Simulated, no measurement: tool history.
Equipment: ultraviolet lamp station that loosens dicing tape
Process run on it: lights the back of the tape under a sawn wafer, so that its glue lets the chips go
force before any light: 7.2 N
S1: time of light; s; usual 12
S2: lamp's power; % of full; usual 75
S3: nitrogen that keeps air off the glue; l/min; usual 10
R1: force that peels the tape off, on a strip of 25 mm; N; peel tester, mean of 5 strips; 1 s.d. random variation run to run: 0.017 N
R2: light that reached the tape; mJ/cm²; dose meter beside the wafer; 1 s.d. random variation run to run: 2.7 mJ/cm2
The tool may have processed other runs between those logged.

| run | hour | S1 | S2 | S3 | R1 | R2 |
|---|---|---|---|---|---|---|
| 1 | 0.0 | 12 | 75 | 10 | 1.214 | 298 |
| 2 | 16.0 | 12 | 75 | 10 | 1.246 | 297 |
| 3 | 30.9 | 12 | 88 | 10 | 0.960 | 345 |
| 4 | 49.8 | 12 | 88 | 10 | 0.959 | 345 |
| 5 | 67.2 | 12 | 88 | 15 | 0.716 | 339 |
| 6 | 83.5 | 12 | 88 | 15 | 0.759 | 341 |
| 7 | 110.0 | 12 | 78 | 15 | 0.953 | 301 |
| 8 | 135.4 | 12 | 78 | 15 | 0.960 | 301 |
| 9 | 151.9 | 12 | 78 | 15 | 0.958 | 297 |
| 10 | 171.9 | 12 | 75 | 10 | 1.404 | 284 |
| 11 | 189.2 | 10 | 75 | 10 | 1.870 | 238 |
| 12 | 215.1 | 10 | 75 | 10 | 1.872 | 230 |
| 13 | 241.6 | 10 | 75 | 10 | 1.836 | 229 |
| 14 | 255.0 | 10 | 75 | 10 | 1.949 | 230 |
| 15 | 280.2 | 10 | 75 | 10 | 1.842 | 228 |
|  | 285.9 | window cleaned of glue's vapour |
| 16 | 297.0 | 10 | 75 | 10 | 1.872 | 230 |
| 17 | 312.4 | 19 | 75 | 10 | 0.594 | 426 |
| 18 | 327.0 | 19 | 75 | 10 | 0.613 | 428 |
| 19 | 339.0 | 19 | 75 | 10 | 0.609 | 426 |
|  | 355.8 | window cleaned of glue's vapour, once more |
| 20 | 361.0 | 9 | 75 | 10 | 2.013 | 214 |
| 21 | 383.4 | 9 | 75 | 10 | 2.029 | 214 |
| 22 | 404.4 | 9 | 75 | 10 | 2.054 | 213 |
| 23 | 423.8 | 12 | 68 | 10 | 1.600 | 253 |
| 24 | 449.5 | 12 | 68 | 10 | 1.704 | 254 |
| 25 | 474.8 | 18 | 60 | 11 | 1.020 | 328 |
| 26 | 493.7 | 18 | 60 | 11 | 0.989 | 330 |
| 27 | 511.9 | 14 | 83 | 10 | 0.966 | 348 |
| 28 | 533.6 | 18 | 62 | 10 | 1.037 | 341 |
| 29 | 551.9 | 6 | 62 | 5 | 4.244 | 111 |
| 30 | 568.2 | 12 | 77 | 9 | 1.541 | 273 |
| 31 | 581.4 | 7 | 62 | 9 | 3.460 | 129 |
| 32 | 609.1 | 8 | 62 | 9 | 3.046 | 145 |
| 33 | 623.2 | 23 | 66 | 5 | 1.052 | 441 |
| 34 | 648.3 | 11 | 93 | 11 | 1.164 | 297 |
| 35 | 664.4 | 13 | 81 | 17 | 0.868 | 306 |
| 36 | 677.4 | 12 | 68 | 17 | 1.399 | 236 |
| 37 | 704.9 | 12 | 68 | 17 | 1.407 | 235 |
| 38 | 719.3 | 12 | 68 | 17 | 1.449 | 231 |
| 39 | 740.6 | 12 | 68 | 17 | 1.431 | 231 |
| 40 | 757.7 | 6 | 82 | 3 | 4.457 | 141 |
| 41 | 775.3 | 20 | 63 | 18 | 0.580 | 354 |
| 42 | 790.3 | 15 | 62 | 10 | 1.615 | 260 |

Alternative continuations, all from the tool just after run 42; predict every row:
| A | 818.5 | 10 | 73 | 4 | ? | ? |
| B | 818.5 | 11 | 62 | 12 | ? | ? |
| C | 818.5 | 7 | 75 | 10 | ? | ? |
| D | 818.5 | 13 | 63 | 10 | ? | ? |
| E | 818.5 | 17 | 62 | 18 | ? | ? |

| run | R1 | R2 |
|---|---|---|
| A | 3.220 | 204 |
| B | 2.244 | 192 |
| C | 3.188 | 143 |
| D | 1.973 | 224 |
| E | 0.897 | 288 |
Without the tool's unlogged condition, the same runs would have read:
| run | R1 | R2 |
|---|---|---|
| A | 2.148 | 306 |
| B | 1.250 | 286 |
| C | 2.082 | 216 |
| D | 1.027 | 337 |
| E | 0.343 | 434 |

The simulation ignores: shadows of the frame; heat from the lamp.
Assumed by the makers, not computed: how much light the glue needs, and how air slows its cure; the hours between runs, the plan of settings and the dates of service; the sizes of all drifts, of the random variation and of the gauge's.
